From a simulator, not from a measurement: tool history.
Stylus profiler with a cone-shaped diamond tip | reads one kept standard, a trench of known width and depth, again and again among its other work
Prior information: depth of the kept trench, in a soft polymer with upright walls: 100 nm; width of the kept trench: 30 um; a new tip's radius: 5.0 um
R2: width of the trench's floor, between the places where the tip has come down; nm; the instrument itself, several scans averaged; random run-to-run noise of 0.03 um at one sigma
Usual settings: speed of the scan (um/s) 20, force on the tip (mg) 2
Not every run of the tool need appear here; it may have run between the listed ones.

{"run": 1, "hour": 0.0, "speed of the scan (um/s)": 20, "force on the tip (mg)": 2, "depth of the trench (Å)": 1009.6, "R2": 27890}
{"run": 2, "hour": 15.5, "speed of the scan (um/s)": 20, "force on the tip (mg)": 2, "depth of the trench (Å)": 1009.8, "R2": 27850}
{"run": 3, "hour": 30.5, "speed of the scan (um/s)": 5, "force on the tip (mg)": 2, "depth of the trench (Å)": 1009.4, "R2": 27970}
{"run": 4, "hour": 46.4, "speed of the scan (um/s)": 5, "force on the tip (mg)": 2, "depth of the trench (Å)": 1009.3, "R2": 28010}
{"run": 5, "hour": 60.6, "speed of the scan (um/s)": 5, "force on the tip (mg)": 2, "depth of the trench (Å)": 1009.2, "R2": 28040}
{"run": 6, "hour": 74.8, "speed of the scan (um/s)": 20, "force on the tip (mg)": 0.69, "depth of the trench (Å)": 1004.5, "R2": 27870}
{"run": 7, "hour": 83.4, "speed of the scan (um/s)": 20, "force on the tip (mg)": 0.69, "depth of the trench (Å)": 1004.5, "R2": 27840}
{"run": 8, "hour": 100.1, "speed of the scan (um/s)": 20, "force on the tip (mg)": 0.69, "depth of the trench (Å)": 1004.3, "R2": 27880}
{"run": 9, "hour": 111.4, "speed of the scan (um/s)": 20, "force on the tip (mg)": 0.69, "depth of the trench (Å)": 1004.7, "R2": 27890}
{"run": 10, "hour": 128.9, "speed of the scan (um/s)": 23, "force on the tip (mg)": 1.74, "depth of the trench (Å)": 1008.6, "R2": 27890}
{"run": 11, "hour": 144.3, "speed of the scan (um/s)": 20, "force on the tip (mg)": 0.91, "depth of the trench (Å)": 1005.1, "R2": 27840}
{"run": 12, "hour": 153.1, "speed of the scan (um/s)": 32, "force on the tip (mg)": 0.69, "depth of the trench (Å)": 1004.8, "R2": 27770}
{"run": 13, "hour": 168.4, "speed of the scan (um/s)": 8, "force on the tip (mg)": 4.26, "depth of the trench (Å)": 1016.2, "R2": 27980}
{"run": 14, "hour": 176.0, "speed of the scan (um/s)": 13, "force on the tip (mg)": 2.34, "depth of the trench (Å)": 1010.2, "R2": 27950}
{"run": 15, "hour": 190.8, "speed of the scan (um/s)": 18, "force on the tip (mg)": 4.49, "depth of the trench (Å)": 1015.6, "R2": 27900}
{"run": 16, "hour": 202.3, "speed of the scan (um/s)": 34, "force on the tip (mg)": 1.39, "depth of the trench (Å)": 1008, "R2": 27830}
{"run": 17, "hour": 216.5, "speed of the scan (um/s)": 36, "force on the tip (mg)": 1.46, "depth of the trench (Å)": 1007.1, "R2": 27760}
{"run": 18, "hour": 230.5, "speed of the scan (um/s)": 36, "force on the tip (mg)": 1.46, "depth of the trench (Å)": 1008.1, "R2": 27820}

Below are 4 alternative next runs, each starting from the tool's condition after run 18. Predict each:
{"run": "A", "hour": 242.5, "speed of the scan (um/s)": 36, "force on the tip (mg)": 4.57, "depth of the trench (Å)": "?", "R2": "?"}
{"run": "B", "hour": 242.5, "speed of the scan (um/s)": 18, "force on the tip (mg)": 1.46, "depth of the trench (Å)": "?", "R2": "?"}
{"run": "C", "hour": 242.5, "speed of the scan (um/s)": 49, "force on the tip (mg)": 1.7, "depth of the trench (Å)": "?", "R2": "?"}
{"run": "D", "hour": 242.5, "speed of the scan (um/s)": 20, "force on the tip (mg)": 3.57, "depth of the trench (Å)": "?", "R2": "?"}

run=A depth_of_the_trench_(Å)=1016.6 R2=27890
run=B depth_of_the_trench_(Å)=1007.1 R2=27870
run=C depth_of_the_trench_(Å)=1008.2 R2=27740
run=D depth_of_the_trench_(Å)=1014.1 R2=27930
With the hidden condition removed and each run's random variation left untouched, the same runs would have given:
run=A depth_of_the_trench_(Å)=1016.6 R2=27890
run=B depth_of_the_trench_(Å)=1007.1 R2=27870
run=C depth_of_the_trench_(Å)=1008.2 R2=27740
run=D depth_of_the_trench_(Å)=1014.1 R2=27930
